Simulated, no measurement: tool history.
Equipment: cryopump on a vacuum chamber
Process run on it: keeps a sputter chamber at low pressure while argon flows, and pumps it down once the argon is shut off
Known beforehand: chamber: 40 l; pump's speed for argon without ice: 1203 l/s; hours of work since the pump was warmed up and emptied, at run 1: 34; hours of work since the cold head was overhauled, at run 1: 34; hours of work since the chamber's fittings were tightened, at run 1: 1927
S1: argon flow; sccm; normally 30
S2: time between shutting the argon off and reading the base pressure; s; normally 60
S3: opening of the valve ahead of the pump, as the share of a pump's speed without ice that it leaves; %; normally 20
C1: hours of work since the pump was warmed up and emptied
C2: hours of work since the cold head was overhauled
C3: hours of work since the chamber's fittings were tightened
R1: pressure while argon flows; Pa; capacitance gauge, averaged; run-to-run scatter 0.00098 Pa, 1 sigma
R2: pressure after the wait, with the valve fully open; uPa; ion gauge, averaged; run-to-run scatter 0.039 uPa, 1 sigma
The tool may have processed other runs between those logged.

| run | hour | S1 | S2 | S3 | C1 | C2 | C3 | R1 | R2 |
|---|---|---|---|---|---|---|---|---|---|
| 1 | 0.0 | 30 | 60 | 20 | 34 | 34 | 1927 | 0.2117 | 2.76 |
| 2 | 9.4 | 30 | 60 | 24 | 42 | 42 | 1935 | 0.1758 | 2.82 |
| 3 | 19.0 | 30 | 60 | 24 | 50 | 50 | 1943 | 0.1761 | 2.86 |
| 4 | 37.8 | 30 | 60 | 24 | 66 | 66 | 1959 | 0.1762 | 2.79 |
| 5 | 60.1 | 30 | 60 | 24 | 85 | 85 | 1978 | 0.1764 | 2.76 |
| 6 | 70.0 | 44 | 60 | 20 | 94 | 94 | 1986 | 0.3097 | 2.90 |
| 7 | 85.0 | 44 | 60 | 20 | 107 | 107 | 1999 | 0.3087 | 2.90 |
| 8 | 97.3 | 30 | 60 | 20 | 117 | 117 | 2010 | 0.2100 | 2.90 |
| 9 | 111.7 | 30 | 60 | 20 | 129 | 129 | 2022 | 0.2105 | 2.84 |
| 10 | 124.2 | 30 | 60 | 20 | 140 | 140 | 2033 | 0.2105 | 2.82 |
| 11 | 142.8 | 30 | 60 | 20 | 156 | 156 | 2049 | 0.2124 | 2.98 |
| 12 | 156.8 | 30 | 22 | 20 | 168 | 168 | 2061 | 0.2096 | 6.28 |
| 13 | 170.7 | 30 | 22 | 20 | 180 | 180 | 2072 | 0.2137 | 6.40 |
| 14 | 189.4 | 30 | 22 | 18 | 196 | 196 | 2088 | 0.2355 | 6.49 |
| 15 | 204.9 | 30 | 22 | 18 | 209 | 209 | 2102 | 0.2348 | 6.37 |
| 16 | 217.0 | 30 | 22 | 18 | 219 | 219 | 2112 | 0.2387 | 6.47 |
| 17 | 227.1 | 30 | 22 | 18 | 228 | 228 | 2121 | 0.2366 | 6.29 |
| 18 | 240.5 | 35 | 60 | 53 | 239 | 239 | 2132 | 0.0939 | 2.97 |
| 19 | 253.0 | 35 | 60 | 53 | 250 | 250 | 2143 | 0.0946 | 2.91 |
| 20 | 269.1 | 12 | 61 | 40 | 264 | 264 | 2157 | 0.0428 | 2.94 |
| 21 | 284.3 | 15 | 38 | 40 | 277 | 277 | 2170 | 0.0525 | 4.22 |
| 22 | 302.1 | 58 | 58 | 40 | 292 | 292 | 2185 | 0.2078 | 3.00 |
| 23 | 317.5 | 30 | 59 | 30 | 305 | 305 | 2198 | 0.1441 | 3.01 |
| 24 | 332.7 | 57 | 24 | 54 | 318 | 318 | 2211 | 0.1532 | 6.05 |
| 25 | 351.6 | 49 | 60 | 20 | 334 | 334 | 2227 | 0.3487 | 2.93 |
| 26 | 365.3 | 49 | 60 | 20 | 346 | 346 | 2239 | 0.3498 | 2.99 |
| 27 | 376.4 | 17 | 42 | 20 | 356 | 356 | 2248 | 0.1214 | 3.93 |
| 28 | 396.2 | 16 | 53 | 20 | 373 | 373 | 2265 | 0.1136 | 3.28 |
| 29 | 415.1 | 32 | 271 | 16 | 389 | 389 | 2281 | 0.2839 | 1.48 |
| 30 | 434.2 | 21 | 229 | 15 | 405 | 405 | 2298 | 0.1991 | 1.50 |
| 31 | 448.3 | 36 | 31 | 56 | 417 | 417 | 2310 | 0.0940 | 4.84 |
| 32 | 463.7 | 36 | 31 | 56 | 430 | 430 | 2323 | 0.0937 | 4.89 |
| 33 | 481.8 | 36 | 31 | 56 | 446 | 446 | 2338 | 0.0943 | 4.77 |
| 34 | 498.1 | 16 | 60 | 18 | 460 | 460 | 2352 | 0.1280 | 3.06 |

Each run again, without the hidden state but with its own random variation kept:
What the log doesn't record here: pump's speed, % of a pump's without ice; cold plate's temperature, K; leak into the chamber, uPa l/s; drift of the gauge itself on working_pa, %; drift of the gauge itself on base_upa, %.
| run | R1 | R2 |
|---|---|---|
| 1 | 0.2112 | 2.17 |
| 2 | 0.1753 | 2.22 |
| 3 | 0.1755 | 2.25 |
| 4 | 0.1755 | 2.19 |
| 5 | 0.1756 | 2.16 |
| 6 | 0.3085 | 2.27 |
| 7 | 0.3074 | 2.25 |
| 8 | 0.2090 | 2.26 |
| 9 | 0.2094 | 2.20 |
| 10 | 0.2093 | 2.19 |
| 11 | 0.2111 | 2.31 |
| 12 | 0.2082 | 5.63 |
| 13 | 0.2122 | 5.72 |
| 14 | 0.2339 | 5.80 |
| 15 | 0.2331 | 5.68 |
| 16 | 0.2369 | 5.78 |
| 17 | 0.2348 | 5.61 |
| 18 | 0.0917 | 2.27 |
| 19 | 0.0923 | 2.21 |
| 20 | 0.0420 | 2.24 |
| 21 | 0.0514 | 3.49 |
| 22 | 0.2034 | 2.28 |
| 23 | 0.1418 | 2.28 |
| 24 | 0.1485 | 5.31 |
| 25 | 0.3444 | 2.19 |
| 26 | 0.3453 | 2.24 |
| 27 | 0.1198 | 3.16 |
| 28 | 0.1120 | 2.52 |
| 29 | 0.2807 | 0.71 |
| 30 | 0.1968 | 0.74 |
| 31 | 0.0901 | 4.06 |
| 32 | 0.0896 | 4.10 |
| 33 | 0.0902 | 4.00 |
| 34 | 0.1261 | 2.25 |
